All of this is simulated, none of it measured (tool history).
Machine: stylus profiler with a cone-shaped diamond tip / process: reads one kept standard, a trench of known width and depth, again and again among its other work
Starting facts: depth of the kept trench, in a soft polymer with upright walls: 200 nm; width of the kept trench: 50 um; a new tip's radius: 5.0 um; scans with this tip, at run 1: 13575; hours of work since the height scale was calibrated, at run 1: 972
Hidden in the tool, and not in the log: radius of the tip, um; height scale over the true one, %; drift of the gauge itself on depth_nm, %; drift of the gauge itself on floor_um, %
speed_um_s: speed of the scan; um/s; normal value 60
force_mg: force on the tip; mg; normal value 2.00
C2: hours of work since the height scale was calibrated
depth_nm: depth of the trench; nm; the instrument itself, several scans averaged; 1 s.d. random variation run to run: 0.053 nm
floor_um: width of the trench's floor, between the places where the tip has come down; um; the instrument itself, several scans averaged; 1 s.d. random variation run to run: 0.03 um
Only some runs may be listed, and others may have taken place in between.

run 1 day=0.000 | speed_um_s=60 force_mg=2.00 | scans_with_this_tip=13575 C2=972 | depth_nm=202.68 floor_um=45.46
run 2 day=4.850 | speed_um_s=60 force_mg=2.00 | scans_with_this_tip=14068 C2=1052 | depth_nm=202.63 floor_um=45.41
-- day=10.283 height scale calibrated on a step standard
run 3 day=10.371 | speed_um_s=60 force_mg=2.00 | scans_with_this_tip=14627 C2=1 | depth_nm=202.86 floor_um=45.36
run 4 day=14.583 | speed_um_s=60 force_mg=2.00 | scans_with_this_tip=15055 C2=71 | depth_nm=202.98 floor_um=45.31
run 5 day=18.629 | speed_um_s=60 force_mg=2.00 | scans_with_this_tip=15466 C2=138 | depth_nm=202.81 floor_um=45.25
run 6 day=22.067 | speed_um_s=60 force_mg=2.61 | scans_with_this_tip=15815 C2=195 | depth_nm=203.38 floor_um=45.20
run 7 day=27.029 | speed_um_s=60 force_mg=2.61 | scans_with_this_tip=16319 C2=277 | depth_nm=203.40 floor_um=45.20
run 8 day=29.900 | speed_um_s=60 force_mg=2.61 | scans_with_this_tip=16611 C2=325 | depth_nm=203.21 floor_um=45.19
run 9 day=34.658 | speed_um_s=60 force_mg=2.61 | scans_with_this_tip=17094 C2=403 | depth_nm=203.30 floor_um=45.14
run 10 day=37.879 | speed_um_s=55 force_mg=2.00 | scans_with_this_tip=17421 C2=457 | depth_nm=202.79 floor_um=45.14
run 11 day=42.708 | speed_um_s=95 force_mg=4.88 | scans_with_this_tip=17912 C2=537 | depth_nm=205.14 floor_um=45.06

For each entry between runs, how does the tool's hidden state at the last listed run before it compare with that at the first listed run after it?
Runs 2 to 3: height scale calibrated on a step standard (day 10.283)
  radius of the tip, um: 12.34 -> 12.61; height scale over the true one, %: -0.124 -> -0.002
  measured result minus the result with no hidden state, depth_nm: -0.25 -> +0.00 nm; floor_um: -1.63 -> -1.67 um

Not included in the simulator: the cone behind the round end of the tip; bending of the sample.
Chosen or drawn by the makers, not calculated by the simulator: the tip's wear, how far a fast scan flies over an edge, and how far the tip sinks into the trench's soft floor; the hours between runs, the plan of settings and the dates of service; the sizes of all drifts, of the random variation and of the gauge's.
